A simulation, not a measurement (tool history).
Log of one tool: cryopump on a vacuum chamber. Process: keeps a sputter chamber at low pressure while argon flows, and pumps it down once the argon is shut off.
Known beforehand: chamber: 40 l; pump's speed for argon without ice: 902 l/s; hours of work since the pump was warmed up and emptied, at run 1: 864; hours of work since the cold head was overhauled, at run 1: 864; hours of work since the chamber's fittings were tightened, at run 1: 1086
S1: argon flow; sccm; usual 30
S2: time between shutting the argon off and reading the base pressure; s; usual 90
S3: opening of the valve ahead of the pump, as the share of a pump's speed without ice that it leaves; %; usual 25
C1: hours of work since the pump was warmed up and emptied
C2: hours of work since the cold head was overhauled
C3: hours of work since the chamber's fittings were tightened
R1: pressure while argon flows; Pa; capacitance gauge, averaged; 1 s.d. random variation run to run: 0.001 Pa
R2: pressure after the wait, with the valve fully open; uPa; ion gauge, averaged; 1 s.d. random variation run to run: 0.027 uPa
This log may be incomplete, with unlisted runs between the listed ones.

Run 1, hour 0: usual settings; C1 864; C2 864; C3 1086. Result: R1 0.2506 Pa, R2 2.76 uPa.
At hour 28.3: pump warmed up, emptied and cooled again.
Run 2, hour 36.5: usual settings; C1 7; C2 889; C3 1111. Result: R1 0.2268 Pa, R2 2.23 uPa.
Run 3, hour 68.4: usual settings; C1 32; C2 914; C3 1137. Result: R1 0.2257 Pa, R2 2.31 uPa.
Run 4, hour 100.3: usual settings but S2 63 s; C1 57; C2 940; C3 1162. Result: R1 0.2277 Pa, R2 2.69 uPa.
Run 5, hour 123.2: usual settings but S2 63 s; C1 75; C2 958; C3 1180. Result: R1 0.2267 Pa, R2 2.67 uPa.
Run 6, hour 141.5: usual settings but S2 63 s; C1 90; C2 972; C3 1194. Result: R1 0.2288 Pa, R2 2.71 uPa.
Run 7, hour 163.9: usual settings but S1 26 sccm, S2 63 s; C1 107; C2 990; C3 1212. Result: R1 0.1988 Pa, R2 2.72 uPa.
Run 8, hour 195.2: usual settings; C1 132; C2 1015; C3 1237. Result: R1 0.2288 Pa, R2 2.42 uPa.
Run 9, hour 210.6: usual settings; C1 144; C2 1027; C3 1249. Result: R1 0.2281 Pa, R2 2.43 uPa.
Run 10, hour 237.8: usual settings but S1 45 sccm, S2 36 s, S3 17 %; C1 166; C2 1049; C3 1271. Result: R1 0.5013 Pa, R2 3.66 uPa.
Run 11, hour 260.4: usual settings but S1 14 sccm, S2 36 s, S3 21 %; C1 184; C2 1066; C3 1289. Result: R1 0.1266 Pa, R2 3.83 uPa.
Run 12, hour 293.9: usual settings but S1 14 sccm, S2 36 s, S3 21 %; C1 210; C2 1093; C3 1315. Result: R1 0.127 Pa, R2 3.82 uPa.
Run 13, hour 320.1: usual settings but S1 14 sccm, S2 36 s, S3 21 %; C1 231; C2 1114; C3 1336. Result: R1 0.1289 Pa, R2 3.75 uPa.
Run 14, hour 340.6: usual settings but S1 24 sccm, S2 25 s, S3 47 %; C1 247; C2 1130; C3 1352. Result: R1 0.1011 Pa, R2 4.69 uPa.
Run 15, hour 365.1: usual settings but S1 12 sccm; C1 267; C2 1149; C3 1372. Result: R1 0.0931 Pa, R2 2.62 uPa.
Run 16, hour 380.4: usual settings but S1 16 sccm, S2 168 s, S3 20 %; C1 279; C2 1162; C3 1384. Result: R1 0.154 Pa, R2 2.31 uPa.
Run 17, hour 414.5: usual settings but S1 43 sccm, S2 168 s, S3 16 %; C1 306; C2 1189; C3 1411. Result: R1 0.5137 Pa, R2 2.36 uPa.
Run 18, hour 442: usual settings but S1 59 sccm, S2 248 s, S3 19 %; C1 328; C2 1210; C3 1433. Result: R1 0.5992 Pa, R2 2.18 uPa.

Hidden state at the last listed run before each entry between runs and at the first one after, where it differs:
From run 1 to run 2: pump warmed up, emptied and cooled again (hour 28.3)
  pump's speed, % of a pump's without ice: 68.6 -> 99.5; cold plate's temperature, K: 12.71 -> 12.72; leak into the chamber, uPa l/s: 1172 -> 1192
  measured result minus the result with no hidden state, R1: +0.0268 -> +0.0012 Pa; R2: +1.6 -> +1.02 uPa
